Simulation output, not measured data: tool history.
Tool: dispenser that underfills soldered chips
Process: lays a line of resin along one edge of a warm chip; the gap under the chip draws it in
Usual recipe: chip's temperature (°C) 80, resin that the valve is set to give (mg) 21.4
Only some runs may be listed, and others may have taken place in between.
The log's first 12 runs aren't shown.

run	hour	chip's temperature (°C)	resin that the valve is set to give (mg)	time until the resin shows at the far edge (s)	resin that the valve gave (mg)
13	44.3	67	19.9	696.3	18.1
# hour 45.1: new syringe of resin
14	49.3	67	19.9	549.6	18.34
15	54.1	67	19.9	666.9	18.12
# hour 56.4: new syringe of resin
16	59.7	67	19.9	551.1	18.07
# hour 64.6: dispensing valve cleaned and set on the balance
17	64.7	67	19.9	623.2	19.96
# hour 68.6: new syringe of resin
18	69	67	19.9	479.5	19.76
19	72.2	74	19.3	383.6	19.39
20	76.8	74	19.3	445.3	19.05
# hour 80: new syringe of resin
21	82	91	27.4	168.5	27.14
22	85.8	88	21.1	226.4	20.67
23	90.4	88	21.1	265.6	20.83
# hour 91.6: new syringe of resin
24	95	88	21.1	208.7	20.81
25	99.9	88	21.1	245.5	20.56
# hour 103.2: new syringe of resin
26	105.8	88	21.1	199.1	20.55
27	109	88	21.1	221.2	20.45
# hour 114.6: new syringe of resin
28	114.9	88	21.1	183.6	20.45
29	119.5	74	24.4	402.2	23.43
30	123.2	75	24.8	428.1	23.73
# hour 125.8: new syringe of resin
31	127.4	76	23.9	336.8	22.99
32	133.3	69	22.3	567.1	21.16
# hour 136.9: new syringe of resin
33	139.2	76	27.8	331.3	26.26
34	143.2	75	19	419.3	17.97
# hour 148.5: new syringe of resin
35	149.1	91	19.6	167.2	18.56
36	153.8	91	19.6	197	18.55

Predict each of these 4 candidate next runs independently; none follows another, all start after run 36:
# hour 159.7: new syringe of resin
A	159.7	80	24.7	?	?
# hour 159.7: new syringe of resin
B	159.7	92	26.2	?	?
# hour 159.7: new syringe of resin
C	159.7	71	19.6	?	?
# hour 159.7: new syringe of resin
D	159.7	78	26	?	?

run	time until the resin shows at the far edge (s)	resin that the valve gave (mg)
A	258.7	23.4
B	157.6	24.59
C	406.4	18.43
D	287.2	24.49
Without the tool's unlogged condition, the same runs would have read:
run	time until the resin shows at the far edge (s)	resin that the valve gave (mg)
A	238.8	24.91
B	146.2	26.19
C	370.4	19.62
D	265.2	26.07
